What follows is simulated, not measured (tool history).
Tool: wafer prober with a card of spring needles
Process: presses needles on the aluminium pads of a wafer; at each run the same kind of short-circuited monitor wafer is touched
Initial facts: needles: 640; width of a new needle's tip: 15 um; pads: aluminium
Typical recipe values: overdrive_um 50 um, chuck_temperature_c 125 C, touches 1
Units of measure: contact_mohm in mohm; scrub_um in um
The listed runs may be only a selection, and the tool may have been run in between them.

run 1 day=0 | overdrive_um=50 chuck_temperature_c=125 touches=1 | contact_mohm=218 scrub_um=7.42
-- day=0.283 tips cleaned on abrasive film
-- day=1.404 tips cleaned on abrasive film
run 2 day=2.012 | overdrive_um=50 chuck_temperature_c=125 touches=1 | contact_mohm=221 scrub_um=7.43
-- day=2.642 tips cleaned on abrasive film
run 3 day=3.104 | overdrive_um=50 chuck_temperature_c=125 touches=1 | contact_mohm=214 scrub_um=7.44
-- day=3.796 tips cleaned on abrasive film
-- day=4.904 tips cleaned on abrasive film
run 4 day=5.146 | overdrive_um=39 chuck_temperature_c=125 touches=1 | contact_mohm=222 scrub_um=5.81
-- day=6.079 tips cleaned on abrasive film
-- day=6.533 height of the first contact set anew
-- day=7.267 tips cleaned on abrasive film
run 5 day=7.462 | overdrive_um=50 chuck_temperature_c=125 touches=1 | contact_mohm=220 scrub_um=7.46
-- day=8.45 tips cleaned on abrasive film
run 6 day=9.279 | overdrive_um=50 chuck_temperature_c=125 touches=1 | contact_mohm=218 scrub_um=7.42
-- day=9.667 tips cleaned on abrasive film
-- day=10.821 tips cleaned on abrasive film
run 7 day=11.283 | overdrive_um=50 chuck_temperature_c=125 touches=1 | contact_mohm=218 scrub_um=7.45
-- day=11.992 tips cleaned on abrasive film
run 8 day=12.554 | overdrive_um=50 chuck_temperature_c=125 touches=1 | contact_mohm=219 scrub_um=7.47
-- day=13.242 tips cleaned on abrasive film
run 9 day=13.921 | overdrive_um=50 chuck_temperature_c=125 touches=1 | contact_mohm=215 scrub_um=7.45
-- day=14.396 tips cleaned on abrasive film
-- day=15.596 tips cleaned on abrasive film
run 10 day=16.179 | overdrive_um=50 chuck_temperature_c=125 touches=1 | contact_mohm=222 scrub_um=7.48
-- day=16.788 tips cleaned on abrasive film
-- day=17.917 tips cleaned on abrasive film
run 11 day=18.446 | overdrive_um=50 chuck_temperature_c=125 touches=1 | contact_mohm=218 scrub_um=7.5
-- day=19.138 tips cleaned on abrasive film
run 12 day=19.421 | overdrive_um=50 chuck_temperature_c=125 touches=1 | contact_mohm=218 scrub_um=7.5
-- day=20.242 tips cleaned on abrasive film
run 13 day=21.321 | overdrive_um=33 chuck_temperature_c=125 touches=1 | contact_mohm=232 scrub_um=4.95
-- day=21.417 tips cleaned on abrasive film
-- day=22.579 tips cleaned on abrasive film
-- day=22.792 height of the first contact set anew
run 14 day=22.883 | overdrive_um=33 chuck_temperature_c=125 touches=1 | contact_mohm=231 scrub_um=4.95
-- day=23.725 tips cleaned on abrasive film
run 15 day=24.229 | overdrive_um=50 chuck_temperature_c=125 touches=1 | contact_mohm=217 scrub_um=7.49
-- day=24.871 tips cleaned on abrasive film
run 16 day=25.275 | overdrive_um=50 chuck_temperature_c=125 touches=1 | contact_mohm=220 scrub_um=7.5
-- day=26.088 tips cleaned on abrasive film
-- day=27.254 tips cleaned on abrasive film
run 17 day=27.446 | overdrive_um=67 chuck_temperature_c=43 touches=1 | contact_mohm=195 scrub_um=10.06
-- day=28.408 tips cleaned on abrasive film
run 18 day=28.904 | overdrive_um=67 chuck_temperature_c=59 touches=1 | contact_mohm=198 scrub_um=10.08
-- day=29.529 tips cleaned on abrasive film
-- day=30.646 tips cleaned on abrasive film
run 19 day=30.646 | overdrive_um=50 chuck_temperature_c=125 touches=2 | contact_mohm=221 scrub_um=7.52
run 20 day=31.746 | overdrive_um=50 chuck_temperature_c=125 touches=2 | contact_mohm=216 scrub_um=7.54
-- day=31.954 tips cleaned on abrasive film
-- day=33.071 tips cleaned on abrasive film
run 21 day=33.225 | overdrive_um=50 chuck_temperature_c=125 touches=2 | contact_mohm=220 scrub_um=7.54
-- day=34.296 tips cleaned on abrasive film
-- day=35.412 tips cleaned on abrasive film
run 22 day=35.417 | overdrive_um=34 chuck_temperature_c=43 touches=1 | contact_mohm=209 scrub_um=5.13
run 23 day=36.442 | overdrive_um=34 chuck_temperature_c=43 touches=1 | contact_mohm=207 scrub_um=5.12
-- day=36.617 gauge calibrated
-- day=36.621 tips cleaned on abrasive film
-- day=37.746 tips cleaned on abrasive film
run 24 day=38.375 | overdrive_um=41 chuck_temperature_c=45 touches=1 | contact_mohm=206 scrub_um=6.1
-- day=38.904 tips cleaned on abrasive film
-- day=38.917 height of the first contact set anew
-- day=40.117 tips cleaned on abrasive film
run 25 day=40.346 | overdrive_um=41 chuck_temperature_c=45 touches=1 | contact_mohm=204 scrub_um=6.08
-- day=41.279 tips cleaned on abrasive film
-- day=42.458 tips cleaned on abrasive film
run 26 day=42.583 | overdrive_um=52 chuck_temperature_c=83 touches=1 | contact_mohm=209 scrub_um=7.74
-- day=43.667 tips cleaned on abrasive film
run 27 day=43.696 | overdrive_um=38 chuck_temperature_c=37 touches=1 | contact_mohm=203 scrub_um=5.68
-- day=44.862 tips cleaned on abrasive film
run 28 day=45.421 | overdrive_um=38 chuck_temperature_c=37 touches=1 | contact_mohm=204 scrub_um=5.67
-- day=46.008 tips cleaned on abrasive film
-- day=47.225 tips cleaned on abrasive film
run 29 day=47.517 | overdrive_um=38 chuck_temperature_c=79 touches=2 | contact_mohm=216 scrub_um=5.66
-- day=48.383 tips cleaned on abrasive film
run 30 day=48.654 | overdrive_um=50 chuck_temperature_c=37 touches=2 | contact_mohm=198 scrub_um=7.45
-- day=49.617 tips cleaned on abrasive film
run 31 day=50.229 | overdrive_um=50 chuck_temperature_c=30 touches=1 | contact_mohm=196 scrub_um=7.47
-- day=50.733 tips cleaned on abrasive film
run 32 day=51.388 | overdrive_um=41 chuck_temperature_c=55 touches=2 | contact_mohm=206 scrub_um=6.14

Forecast each of these 3 alternatives for the next run:
-- day=51.892 tips cleaned on abrasive film
-- day=53.138 tips cleaned on abrasive film
run A day=53.558 | overdrive_um=31 chuck_temperature_c=72 touches=1 | contact_mohm=? scrub_um=?
-- day=51.892 tips cleaned on abrasive film
-- day=53.138 tips cleaned on abrasive film
run B day=53.558 | overdrive_um=47 chuck_temperature_c=59 touches=2 | contact_mohm=? scrub_um=?
-- day=51.892 tips cleaned on abrasive film
-- day=53.138 tips cleaned on abrasive film
run C day=53.558 | overdrive_um=64 chuck_temperature_c=37 touches=2 | contact_mohm=? scrub_um=?

run=A contact_mohm=218 scrub_um=4.64
run=B contact_mohm=207 scrub_um=7.03
run=C contact_mohm=196 scrub_um=9.57
Stripped of hidden state, with their random variation kept, the same runs would have yielded:
run=A contact_mohm=218 scrub_um=4.61
run=B contact_mohm=207 scrub_um=6.98
run=C contact_mohm=196 scrub_um=9.49
